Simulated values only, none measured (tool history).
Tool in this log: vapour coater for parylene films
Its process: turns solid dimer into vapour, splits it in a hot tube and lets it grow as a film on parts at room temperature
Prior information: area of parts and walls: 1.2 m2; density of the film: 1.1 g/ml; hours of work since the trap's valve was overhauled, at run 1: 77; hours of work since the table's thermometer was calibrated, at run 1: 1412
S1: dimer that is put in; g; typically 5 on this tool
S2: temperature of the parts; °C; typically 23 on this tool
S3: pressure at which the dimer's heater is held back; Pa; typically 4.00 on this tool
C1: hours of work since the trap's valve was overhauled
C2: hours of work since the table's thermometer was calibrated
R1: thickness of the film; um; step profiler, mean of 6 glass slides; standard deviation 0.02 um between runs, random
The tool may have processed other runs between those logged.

| run | hour | S1 | S2 | S3 | C1 | C2 | R1 |
|---|---|---|---|---|---|---|---|
| 1 | 0.0 | 5 | 23 | 4.00 | 77 | 1412 | 2.65 |
| 2 | 56.1 | 5 | 23 | 4.00 | 108 | 1443 | 2.62 |
| 3 | 107.9 | 5 | 23 | 4.00 | 136 | 1472 | 2.53 |
| 4 | 178.9 | 5 | 23 | 4.00 | 175 | 1511 | 2.51 |
| 5 | 229.9 | 5 | 23 | 4.00 | 204 | 1539 | 2.53 |
| 6 | 299.4 | 5 | 25 | 4.00 | 242 | 1577 | 2.28 |
|  | 309.9 | trap's valve overhauled |
| 7 | 334.2 | 5 | 25 | 4.00 | 13 | 1594 | 2.60 |
| 8 | 386.2 | 5 | 25 | 4.00 | 42 | 1623 | 2.56 |
| 9 | 452.2 | 5 | 19 | 4.00 | 79 | 1660 | 2.88 |
| 10 | 504.9 | 5 | 23 | 4.00 | 108 | 1689 | 2.60 |
| 11 | 545.8 | 5 | 23 | 4.00 | 130 | 1711 | 2.51 |
| 12 | 592.7 | 5 | 23 | 4.00 | 156 | 1737 | 2.52 |
| 13 | 649.7 | 5 | 23 | 4.00 | 188 | 1769 | 2.44 |
| 14 | 698.1 | 5 | 23 | 4.00 | 214 | 1795 | 2.43 |
|  | 756.0 | trap's valve overhauled |
| 15 | 772.3 | 2 | 23 | 4.00 | 9 | 1834 | 1.10 |
| 16 | 831.8 | 8 | 23 | 9.18 | 42 | 1867 | 3.58 |
| 17 | 898.7 | 8 | 17 | 6.66 | 79 | 1904 | 4.36 |
| 18 | 940.0 | 8 | 17 | 6.66 | 102 | 1927 | 4.25 |
| 19 | 1008.6 | 8 | 17 | 6.66 | 139 | 1965 | 4.21 |
| 20 | 1063.9 | 4 | 17 | 4.40 | 170 | 1995 | 2.23 |
| 21 | 1097.0 | 7 | 24 | 6.92 | 188 | 2013 | 2.99 |
| 22 | 1169.8 | 8 | 15 | 8.52 | 228 | 2054 | 3.93 |
|  | 1203.8 | trap's valve overhauled |
| 23 | 1242.9 | 8 | 15 | 8.52 | 22 | 2092 | 4.39 |
| 24 | 1285.2 | 4 | 23 | 5.96 | 45 | 2115 | 1.94 |
| 25 | 1329.4 | 4 | 23 | 5.96 | 69 | 2140 | 1.94 |
| 26 | 1382.1 | 4 | 23 | 5.96 | 98 | 2169 | 1.92 |
| 27 | 1413.3 | 3 | 33 | 4.00 | 116 | 2186 | 1.24 |
| 28 | 1449.1 | 5 | 24 | 4.00 | 135 | 2206 | 2.48 |
| 29 | 1507.0 | 5 | 24 | 4.00 | 167 | 2238 | 2.43 |

Below are 4 alternative next runs, each starting from the tool's condition after run 29. Predict each:
| A | 1549.0 | 5 | 23 | 9.77 | 191 | 2261 | ? |
| B | 1549.0 | 6 | 16 | 4.00 | 191 | 2261 | ? |
| C | 1549.0 | 5 | 24 | 6.35 | 191 | 2261 | ? |
| D | 1549.0 | 7 | 16 | 2.58 | 191 | 2261 | ? |

| run | R1 |
|---|---|
| A | 1.98 |
| B | 3.49 |
| C | 2.18 |
| D | 4.52 |
With no hidden state in the tool, these same runs would have given:
| run | R1 |
|---|---|
| A | 2.20 |
| B | 3.87 |
| C | 2.41 |
| D | 5.02 |
